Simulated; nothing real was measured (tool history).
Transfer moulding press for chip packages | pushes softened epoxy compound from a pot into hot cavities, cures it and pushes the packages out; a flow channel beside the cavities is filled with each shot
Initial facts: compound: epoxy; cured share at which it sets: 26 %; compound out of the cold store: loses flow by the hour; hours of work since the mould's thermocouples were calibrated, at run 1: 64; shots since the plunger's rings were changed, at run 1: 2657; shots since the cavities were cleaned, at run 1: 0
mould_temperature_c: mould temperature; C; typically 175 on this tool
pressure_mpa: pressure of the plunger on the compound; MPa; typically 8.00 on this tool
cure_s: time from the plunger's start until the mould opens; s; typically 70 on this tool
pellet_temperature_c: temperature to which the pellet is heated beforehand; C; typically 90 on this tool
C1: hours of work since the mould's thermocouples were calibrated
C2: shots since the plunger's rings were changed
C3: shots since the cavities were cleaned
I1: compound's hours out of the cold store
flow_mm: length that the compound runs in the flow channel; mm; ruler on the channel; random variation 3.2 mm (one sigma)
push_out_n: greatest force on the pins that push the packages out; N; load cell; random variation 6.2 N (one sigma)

run 1 hour=0.0 | mould_temperature_c=175 pressure_mpa=8.00 cure_s=70 pellet_temperature_c=90 | C1=64 C2=2657 C3=0 | I1=25.1 | flow_mm=813 push_out_n=231
-- hour=31.8 plunger's sealing rings changed
-- hour=38.9 cavities cleaned with cleaning compound and waxed
run 2 hour=68.2 | mould_temperature_c=175 pressure_mpa=8.00 cure_s=70 pellet_temperature_c=90 | C1=103 C2=493 C3=414 | I1=47.1 | flow_mm=796 push_out_n=343
-- hour=74.3 cavities cleaned with cleaning compound and waxed
-- hour=113.1 cavities cleaned with cleaning compound and waxed
run 3 hour=113.1 | mould_temperature_c=168 pressure_mpa=8.00 cure_s=70 pellet_temperature_c=90 | C1=129 C2=1084 C3=0 | I1=10.4 | flow_mm=897 push_out_n=377
-- hour=150.2 cavities cleaned with cleaning compound and waxed
run 4 hour=153.3 | mould_temperature_c=175 pressure_mpa=8.00 cure_s=70 pellet_temperature_c=90 | C1=153 C2=1631 C3=43 | I1=25.0 | flow_mm=827 push_out_n=260
-- hour=191.3 cavities cleaned with cleaning compound and waxed
run 5 hour=221.0 | mould_temperature_c=175 pressure_mpa=6.67 cure_s=70 pellet_temperature_c=90 | C1=193 C2=2566 C3=419 | I1=39.3 | flow_mm=713 push_out_n=332
-- hour=227.4 cavities cleaned with cleaning compound and waxed
-- hour=259.5 plunger's sealing rings changed
-- hour=267.3 cavities cleaned with cleaning compound and waxed
run 6 hour=281.0 | mould_temperature_c=175 pressure_mpa=6.67 cure_s=70 pellet_temperature_c=90 | C1=227 C2=282 C3=193 | I1=26.5 | flow_mm=772 push_out_n=292
-- hour=305.0 cavities cleaned with cleaning compound and waxed
-- hour=341.0 cavities cleaned with cleaning compound and waxed
run 7 hour=355.0 | mould_temperature_c=175 pressure_mpa=6.67 cure_s=70 pellet_temperature_c=90 | C1=271 C2=1284 C3=197 | I1=15.7 | flow_mm=778 push_out_n=299
-- hour=380.9 cavities cleaned with cleaning compound and waxed
run 8 hour=407.6 | mould_temperature_c=175 pressure_mpa=6.67 cure_s=70 pellet_temperature_c=90 | C1=302 C2=2007 C3=378 | I1=11.7 | flow_mm=779 push_out_n=344
-- hour=419.4 cavities cleaned with cleaning compound and waxed
-- hour=456.3 cavities cleaned with cleaning compound and waxed
-- hour=486.7 plunger's sealing rings changed
run 9 hour=486.7 | mould_temperature_c=175 pressure_mpa=6.67 cure_s=70 pellet_temperature_c=90 | C1=347 C2=0 C3=393 | I1=37.2 | flow_mm=755 push_out_n=339
-- hour=497.2 cavities cleaned with cleaning compound and waxed
-- hour=534.1 cavities cleaned with cleaning compound and waxed
run 10 hour=543.5 | mould_temperature_c=175 pressure_mpa=8.00 cure_s=105 pellet_temperature_c=90 | C1=380 C2=761 C3=134 | I1=24.1 | flow_mm=846 push_out_n=232
-- hour=573.7 cavities cleaned with cleaning compound and waxed
run 11 hour=594.8 | mould_temperature_c=175 pressure_mpa=8.00 cure_s=70 pellet_temperature_c=90 | C1=411 C2=1463 C3=297 | I1=27.1 | flow_mm=827 push_out_n=321
-- hour=611.0 cavities cleaned with cleaning compound and waxed
run 12 hour=636.0 | mould_temperature_c=177 pressure_mpa=8.00 cure_s=70 pellet_temperature_c=90 | C1=435 C2=2025 C3=353 | I1=19.9 | flow_mm=831 push_out_n=307
-- hour=646.4 cavities cleaned with cleaning compound and waxed
-- hour=685.6 cavities cleaned with cleaning compound and waxed
run 13 hour=706.8 | mould_temperature_c=177 pressure_mpa=8.00 cure_s=90 pellet_temperature_c=90 | C1=477 C2=2982 C3=300 | I1=16.4 | flow_mm=818 push_out_n=267
-- hour=716.3 plunger's sealing rings changed
-- hour=727.8 cavities cleaned with cleaning compound and waxed
-- hour=740.3 mould's thermocouples calibrated
-- hour=765.5 cavities cleaned with cleaning compound and waxed
run 14 hour=768.9 | mould_temperature_c=175 pressure_mpa=9.52 cure_s=108 pellet_temperature_c=90 | C1=17 C2=673 C3=49 | I1=43.8 | flow_mm=875 push_out_n=197
-- hour=803.9 cavities cleaned with cleaning compound and waxed
run 15 hour=833.5 | mould_temperature_c=175 pressure_mpa=9.52 cure_s=108 pellet_temperature_c=90 | C1=55 C2=1564 C3=418 | I1=9.2 | flow_mm=945 push_out_n=276
-- hour=841.3 cavities cleaned with cleaning compound and waxed
-- hour=880.3 cavities cleaned with cleaning compound and waxed
run 16 hour=892.0 | mould_temperature_c=177 pressure_mpa=8.00 cure_s=56 pellet_temperature_c=90 | C1=90 C2=2347 C3=165 | I1=9.9 | flow_mm=848 push_out_n=414
-- hour=915.6 cavities cleaned with cleaning compound and waxed
-- hour=948.2 plunger's sealing rings changed
run 17 hour=948.3 | mould_temperature_c=168 pressure_mpa=8.65 cure_s=107 pellet_temperature_c=98 | C1=122 C2=2 C3=427 | I1=46.2 | flow_mm=856 push_out_n=285
-- hour=955.6 cavities cleaned with cleaning compound and waxed
-- hour=991.2 cavities cleaned with cleaning compound and waxed
run 18 hour=997.2 | mould_temperature_c=175 pressure_mpa=8.00 cure_s=70 pellet_temperature_c=86 | C1=150 C2=651 C3=86 | I1=41.4 | flow_mm=804 push_out_n=274
-- hour=1027.0 cavities cleaned with cleaning compound and waxed
run 19 hour=1037.4 | mould_temperature_c=175 pressure_mpa=8.00 cure_s=70 pellet_temperature_c=86 | C1=174 C2=1196 C3=146 | I1=39.7 | flow_mm=799 push_out_n=289
-- hour=1064.5 cavities cleaned with cleaning compound and waxed
-- hour=1104.0 cavities cleaned with cleaning compound and waxed
run 20 hour=1106.9 | mould_temperature_c=175 pressure_mpa=7.02 cure_s=70 pellet_temperature_c=90 | C1=214 C2=2135 C3=40 | I1=33.4 | flow_mm=752 push_out_n=247
-- hour=1146.0 cavities cleaned with cleaning compound and waxed
run 21 hour=1157.5 | mould_temperature_c=178 pressure_mpa=7.02 cure_s=71 pellet_temperature_c=90 | C1=245 C2=2828 C3=162 | I1=42.9 | flow_mm=712 push_out_n=260
-- hour=1172.6 plunger's sealing rings changed
-- hour=1188.1 cavities cleaned with cleaning compound and waxed
run 22 hour=1213.2 | mould_temperature_c=178 pressure_mpa=7.02 cure_s=71 pellet_temperature_c=90 | C1=276 C2=552 C3=354 | I1=42.8 | flow_mm=741 push_out_n=288
-- hour=1226.1 cavities cleaned with cleaning compound and waxed
-- hour=1264.8 cavities cleaned with cleaning compound and waxed
run 23 hour=1287.2 | mould_temperature_c=172 pressure_mpa=8.69 cure_s=52 pellet_temperature_c=90 | C1=320 C2=1555 C3=316 | I1=24.8 | flow_mm=867 push_out_n=789
-- hour=1302.7 cavities cleaned with cleaning compound and waxed
-- hour=1338.2 cavities cleaned with cleaning compound and waxed
run 24 hour=1356.1 | mould_temperature_c=179 pressure_mpa=9.19 cure_s=89 pellet_temperature_c=97 | C1=360 C2=2484 C3=251 | I1=10.4 | flow_mm=891 push_out_n=253

Each row is a separate what-if for the run after 24, all from the same tool condition, not one after another. Results?
-- hour=1376.0 cavities cleaned with cleaning compound and waxed
run A hour=1388.1 | mould_temperature_c=179 pressure_mpa=6.44 cure_s=68 pellet_temperature_c=89 | C1=379 C2=2915 C3=171 | I1=46.0 | flow_mm=? push_out_n=?
-- hour=1376.0 cavities cleaned with cleaning compound and waxed
run B hour=1388.1 | mould_temperature_c=179 pressure_mpa=8.00 cure_s=75 pellet_temperature_c=81 | C1=379 C2=2915 C3=171 | I1=12.9 | flow_mm=? push_out_n=?
-- hour=1376.0 cavities cleaned with cleaning compound and waxed
run C hour=1388.1 | mould_temperature_c=173 pressure_mpa=9.74 cure_s=89 pellet_temperature_c=97 | C1=379 C2=2915 C3=171 | I1=15.4 | flow_mm=? push_out_n=?
-- hour=1376.0 cavities cleaned with cleaning compound and waxed
run D hour=1388.1 | mould_temperature_c=174 pressure_mpa=8.00 cure_s=81 pellet_temperature_c=90 | C1=379 C2=2915 C3=171 | I1=18.4 | flow_mm=? push_out_n=?
-- hour=1376.0 cavities cleaned with cleaning compound and waxed
run E hour=1388.1 | mould_temperature_c=177 pressure_mpa=8.00 cure_s=74 pellet_temperature_c=90 | C1=379 C2=2915 C3=171 | I1=45.9 | flow_mm=? push_out_n=?

run=A flow_mm=676 push_out_n=274
run=B flow_mm=824 push_out_n=256
run=C flow_mm=918 push_out_n=251
run=D flow_mm=824 push_out_n=269
run=E flow_mm=760 push_out_n=277
Take away the tool's hidden state, keep each run's random variation, and the runs would have read:
run=A flow_mm=718 push_out_n=218
run=B flow_mm=875 push_out_n=201
run=C flow_mm=975 push_out_n=198
run=D flow_mm=875 push_out_n=214
run=E flow_mm=807 push_out_n=221
